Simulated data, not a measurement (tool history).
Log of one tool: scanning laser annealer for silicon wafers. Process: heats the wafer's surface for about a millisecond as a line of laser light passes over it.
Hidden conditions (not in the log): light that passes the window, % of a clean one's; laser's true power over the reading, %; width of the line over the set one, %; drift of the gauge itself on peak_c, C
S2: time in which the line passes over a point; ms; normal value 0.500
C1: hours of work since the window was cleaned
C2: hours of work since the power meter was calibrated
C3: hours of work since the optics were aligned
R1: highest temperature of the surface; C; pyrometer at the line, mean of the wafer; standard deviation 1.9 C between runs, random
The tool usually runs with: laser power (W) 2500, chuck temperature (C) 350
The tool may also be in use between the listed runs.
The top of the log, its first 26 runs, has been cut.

run 27 hour=573.5 | laser_power_(W)=2573 S2=0.501 chuck_temperature_(C)=341 | C1=694 C2=766 C3=1259 | R1=1078
run 28 hour=596.4 | laser_power_(W)=2500 S2=0.530 chuck_temperature_(C)=350 | C1=708 C2=779 C3=1272 | R1=1078
run 29 hour=622.3 | laser_power_(W)=2500 S2=0.530 chuck_temperature_(C)=350 | C1=722 C2=794 C3=1287 | R1=1080
run 30 hour=647.6 | laser_power_(W)=2500 S2=0.494 chuck_temperature_(C)=389 | C1=737 C2=808 C3=1302 | R1=1090
run 31 hour=674.5 | laser_power_(W)=2500 S2=0.570 chuck_temperature_(C)=358 | C1=753 C2=824 C3=1317 | R1=1112
run 32 hour=691.9 | laser_power_(W)=2740 S2=0.609 chuck_temperature_(C)=350 | C1=763 C2=834 C3=1327 | R1=1228
run 33 hour=706.7 | laser_power_(W)=2170 S2=0.500 chuck_temperature_(C)=348 | C1=771 C2=842 C3=1336 | R1=935
run 34 hour=724.1 | laser_power_(W)=2170 S2=0.500 chuck_temperature_(C)=365 | C1=781 C2=852 C3=1346 | R1=947
run 35 hour=746.2 | laser_power_(W)=2331 S2=0.419 chuck_temperature_(C)=325 | C1=794 C2=865 C3=1358 | R1=915
run 36 hour=765.7 | laser_power_(W)=2331 S2=0.535 chuck_temperature_(C)=384 | C1=805 C2=876 C3=1370 | R1=1046
run 37 hour=777.7 | laser_power_(W)=2292 S2=0.399 chuck_temperature_(C)=386 | C1=812 C2=883 C3=1377 | R1=946
run 38 hour=791.6 | laser_power_(W)=2292 S2=0.399 chuck_temperature_(C)=386 | C1=820 C2=891 C3=1385 | R1=949
run 39 hour=820.1 | laser_power_(W)=2292 S2=0.399 chuck_temperature_(C)=386 | C1=836 C2=908 C3=1401 | R1=948
run 40 hour=845.5 | laser_power_(W)=2617 S2=0.500 chuck_temperature_(C)=356 | C1=851 C2=922 C3=1416 | R1=1102
run 41 hour=868.0 | laser_power_(W)=2199 S2=0.554 chuck_temperature_(C)=348 | C1=864 C2=935 C3=1429 | R1=969

What if the next run were any one of these 4? Each begins from the tool's condition after run 41:
-- hour=892.4 optics aligned, line set to its width
run A hour=895.2 | laser_power_(W)=2199 S2=0.465 chuck_temperature_(C)=348 | C1=877 C2=948 C3=2 | R1=?
-- hour=892.4 optics aligned, line set to its width
run B hour=895.2 | laser_power_(W)=2497 S2=0.554 chuck_temperature_(C)=378 | C1=877 C2=948 C3=2 | R1=?
-- hour=892.4 optics aligned, line set to its width
run C hour=895.2 | laser_power_(W)=2460 S2=0.377 chuck_temperature_(C)=348 | C1=877 C2=948 C3=2 | R1=?
-- hour=892.4 optics aligned, line set to its width
run D hour=895.2 | laser_power_(W)=2508 S2=0.375 chuck_temperature_(C)=383 | C1=877 C2=948 C3=2 | R1=?

run=A R1=941
run=B R1=1143
run=C R1=971
run=D R1=1019
With no hidden state in the tool, these same runs would have given:
run=A R1=970
run=B R1=1181
run=C R1=1002
run=D R1=1051

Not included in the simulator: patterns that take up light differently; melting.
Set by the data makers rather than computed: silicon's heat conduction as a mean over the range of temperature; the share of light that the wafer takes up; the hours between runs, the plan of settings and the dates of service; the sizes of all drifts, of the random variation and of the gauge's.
